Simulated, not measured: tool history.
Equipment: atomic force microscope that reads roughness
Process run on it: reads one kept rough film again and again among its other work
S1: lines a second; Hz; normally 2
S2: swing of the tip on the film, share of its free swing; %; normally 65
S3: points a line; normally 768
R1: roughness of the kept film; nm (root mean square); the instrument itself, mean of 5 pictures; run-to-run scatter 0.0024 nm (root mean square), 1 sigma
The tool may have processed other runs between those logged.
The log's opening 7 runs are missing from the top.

run   hour    S1  S2   S3     R1
  8    194     2  65  768  1.097
     210.3  -- new tip fitted
  9  211.3     2  65  283  1.106
 10  236.1     2  65  283  1.105
 11  272.7     2  65  283  1.099
 12  308.9     2  65  283  1.099
 13  324.9     2  65  283  1.101
 14  353.9     2  65  818  1.101
 15  381.5     2  83  768  1.042
 16    402     2  83  768  1.042
     437.2  -- new tip fitted
 17  439.2     2  83  768  1.051
 18  462.6     2  83  768  1.051
 19  499.5     2  83  768  1.052
 20  520.3     2  63  505  1.107
 21    540     2  63  505  1.108
 22  561.2  1.18  63  282  1.116
 23  590.5  1.18  63  282  1.116

The next listed run, before its measurement:
     593.8  -- height scale calibrated on a step standard
 24  618.2  2.92  80  828   ?

R1: 1.034 nm (root mean square)
If the tool had no hidden condition, the same run with the same run-to-run variation would have returned R1 1.022 nm (root mean square).

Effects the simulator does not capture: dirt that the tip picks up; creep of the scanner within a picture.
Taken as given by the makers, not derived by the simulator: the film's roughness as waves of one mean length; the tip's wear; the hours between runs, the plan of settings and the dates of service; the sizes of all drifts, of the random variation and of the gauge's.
